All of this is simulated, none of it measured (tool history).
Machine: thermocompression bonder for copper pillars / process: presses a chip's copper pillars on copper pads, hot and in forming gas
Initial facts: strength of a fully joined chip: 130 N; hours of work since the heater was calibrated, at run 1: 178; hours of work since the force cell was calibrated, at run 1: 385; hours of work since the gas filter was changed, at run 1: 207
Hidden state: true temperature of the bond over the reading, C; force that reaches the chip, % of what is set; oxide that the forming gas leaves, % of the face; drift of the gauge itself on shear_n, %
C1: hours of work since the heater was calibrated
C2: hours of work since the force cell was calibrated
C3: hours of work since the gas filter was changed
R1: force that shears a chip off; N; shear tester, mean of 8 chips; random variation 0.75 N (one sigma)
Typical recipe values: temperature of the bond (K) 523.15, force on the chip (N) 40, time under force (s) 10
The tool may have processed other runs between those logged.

run 1 hour=0.0 | temperature_of_the_bond_(K)=523.15 force_on_the_chip_(N)=40 time_under_force_(s)=10 | C1=178 C2=385 C3=207 | R1=49.9
run 2 hour=14.2 | temperature_of_the_bond_(K)=523.15 force_on_the_chip_(N)=40 time_under_force_(s)=10 | C1=186 C2=393 C3=214 | R1=48.8
run 3 hour=34.5 | temperature_of_the_bond_(K)=523.15 force_on_the_chip_(N)=40 time_under_force_(s)=10 | C1=197 C2=404 C3=225 | R1=49.8
run 4 hour=44.5 | temperature_of_the_bond_(K)=523.15 force_on_the_chip_(N)=40 time_under_force_(s)=10 | C1=202 C2=409 C3=231 | R1=50.6
run 5 hour=61.7 | temperature_of_the_bond_(K)=523.15 force_on_the_chip_(N)=40 time_under_force_(s)=10 | C1=211 C2=418 C3=240 | R1=49.6
run 6 hour=77.9 | temperature_of_the_bond_(K)=523.15 force_on_the_chip_(N)=40 time_under_force_(s)=10 | C1=220 C2=427 C3=249 | R1=49.3
run 7 hour=88.9 | temperature_of_the_bond_(K)=540.15 force_on_the_chip_(N)=40 time_under_force_(s)=10 | C1=226 C2=433 C3=255 | R1=64.9
run 8 hour=110.4 | temperature_of_the_bond_(K)=523.15 force_on_the_chip_(N)=40 time_under_force_(s)=10 | C1=238 C2=445 C3=267 | R1=48.6
run 9 hour=125.6 | temperature_of_the_bond_(K)=523.15 force_on_the_chip_(N)=40 time_under_force_(s)=10 | C1=246 C2=453 C3=275 | R1=48.7
run 10 hour=136.1 | temperature_of_the_bond_(K)=523.15 force_on_the_chip_(N)=40 time_under_force_(s)=10 | C1=252 C2=459 C3=280 | R1=48.5
run 11 hour=151.7 | temperature_of_the_bond_(K)=523.15 force_on_the_chip_(N)=40 time_under_force_(s)=10 | C1=260 C2=467 C3=289 | R1=48.9
run 12 hour=171.3 | temperature_of_the_bond_(K)=523.15 force_on_the_chip_(N)=40 time_under_force_(s)=10 | C1=271 C2=478 C3=299 | R1=48.4
run 13 hour=188.1 | temperature_of_the_bond_(K)=523.15 force_on_the_chip_(N)=40 time_under_force_(s)=10 | C1=280 C2=487 C3=309 | R1=48.3
run 14 hour=202.4 | temperature_of_the_bond_(K)=523.15 force_on_the_chip_(N)=40 time_under_force_(s)=10 | C1=287 C2=495 C3=316 | R1=48.0
run 15 hour=221.4 | temperature_of_the_bond_(K)=523.15 force_on_the_chip_(N)=58 time_under_force_(s)=10 | C1=298 C2=505 C3=327 | R1=62.1
run 16 hour=237.1 | temperature_of_the_bond_(K)=523.15 force_on_the_chip_(N)=58 time_under_force_(s)=10 | C1=306 C2=513 C3=335 | R1=60.8
-- hour=246.0 forming gas filter changed
run 17 hour=256.9 | temperature_of_the_bond_(K)=542.15 force_on_the_chip_(N)=40 time_under_force_(s)=10 | C1=317 C2=524 C3=6 | R1=71.1
run 18 hour=268.9 | temperature_of_the_bond_(K)=542.15 force_on_the_chip_(N)=40 time_under_force_(s)=10 | C1=323 C2=530 C3=12 | R1=72.8
run 19 hour=290.7 | temperature_of_the_bond_(K)=542.15 force_on_the_chip_(N)=40 time_under_force_(s)=10 | C1=335 C2=542 C3=24 | R1=70.4
run 20 hour=307.6 | temperature_of_the_bond_(K)=542.15 force_on_the_chip_(N)=40 time_under_force_(s)=10 | C1=344 C2=551 C3=33 | R1=72.3
run 21 hour=321.8 | temperature_of_the_bond_(K)=513.15 force_on_the_chip_(N)=38 time_under_force_(s)=14 | C1=352 C2=559 C3=41 | R1=46.6
run 22 hour=343.7 | temperature_of_the_bond_(K)=513.15 force_on_the_chip_(N)=38 time_under_force_(s)=14 | C1=364 C2=571 C3=53 | R1=47.7
run 23 hour=353.3 | temperature_of_the_bond_(K)=504.15 force_on_the_chip_(N)=48 time_under_force_(s)=14 | C1=369 C2=576 C3=58 | R1=48.5
run 24 hour=368.9 | temperature_of_the_bond_(K)=504.15 force_on_the_chip_(N)=48 time_under_force_(s)=14 | C1=377 C2=585 C3=67 | R1=48.8
run 25 hour=385.0 | temperature_of_the_bond_(K)=523.15 force_on_the_chip_(N)=41 time_under_force_(s)=15 | C1=386 C2=593 C3=75 | R1=61.4
run 26 hour=402.3 | temperature_of_the_bond_(K)=523.15 force_on_the_chip_(N)=26 time_under_force_(s)=6 | C1=396 C2=603 C3=85 | R1=30.0
run 27 hour=423.8 | temperature_of_the_bond_(K)=538.15 force_on_the_chip_(N)=26 time_under_force_(s)=28 | C1=407 C2=614 C3=96 | R1=70.1
run 28 hour=438.6 | temperature_of_the_bond_(K)=538.15 force_on_the_chip_(N)=29 time_under_force_(s)=12 | C1=415 C2=622 C3=104 | R1=56.3
run 29 hour=459.0 | temperature_of_the_bond_(K)=538.15 force_on_the_chip_(N)=29 time_under_force_(s)=12 | C1=426 C2=633 C3=115 | R1=57.6
run 30 hour=473.0 | temperature_of_the_bond_(K)=538.15 force_on_the_chip_(N)=29 time_under_force_(s)=12 | C1=434 C2=641 C3=123 | R1=57.2
run 31 hour=485.9 | temperature_of_the_bond_(K)=538.15 force_on_the_chip_(N)=29 time_under_force_(s)=12 | C1=441 C2=648 C3=130 | R1=56.9
run 32 hour=507.3 | temperature_of_the_bond_(K)=498.15 force_on_the_chip_(N)=34 time_under_force_(s)=12 | C1=452 C2=660 C3=142 | R1=30.5
run 33 hour=520.6 | temperature_of_the_bond_(K)=547.15 force_on_the_chip_(N)=37 time_under_force_(s)=8 | C1=460 C2=667 C3=149 | R1=64.7
run 34 hour=531.2 | temperature_of_the_bond_(K)=547.15 force_on_the_chip_(N)=37 time_under_force_(s)=8 | C1=465 C2=673 C3=155 | R1=64.8
run 35 hour=540.2 | temperature_of_the_bond_(K)=542.15 force_on_the_chip_(N)=28 time_under_force_(s)=7 | C1=470 C2=677 C3=159 | R1=48.1
run 36 hour=556.0 | temperature_of_the_bond_(K)=523.15 force_on_the_chip_(N)=40 time_under_force_(s)=16 | C1=479 C2=686 C3=168 | R1=58.4
run 37 hour=565.7 | temperature_of_the_bond_(K)=527.15 force_on_the_chip_(N)=57 time_under_force_(s)=10 | C1=484 C2=691 C3=173 | R1=67.6
run 38 hour=586.5 | temperature_of_the_bond_(K)=546.15 force_on_the_chip_(N)=35 time_under_force_(s)=29 | C1=495 C2=702 C3=184 | R1=89.2
run 39 hour=603.2 | temperature_of_the_bond_(K)=546.15 force_on_the_chip_(N)=35 time_under_force_(s)=29 | C1=504 C2=712 C3=194 | R1=88.3

Hidden state at the last listed run before each entry between runs and at the first one after, where it differs:
Run 16 -> run 17: forming gas filter changed (hour 246.0)
  true temperature of the bond over the reading, C: 0.2 -> 0.3; force that reaches the chip, % of what is set: 93.4 -> 93.2; oxide that the forming gas leaves, % of the face: 9.73 -> 0.79
  measured result minus the result with no hidden state, R1: -8.9 -> -2.9 N
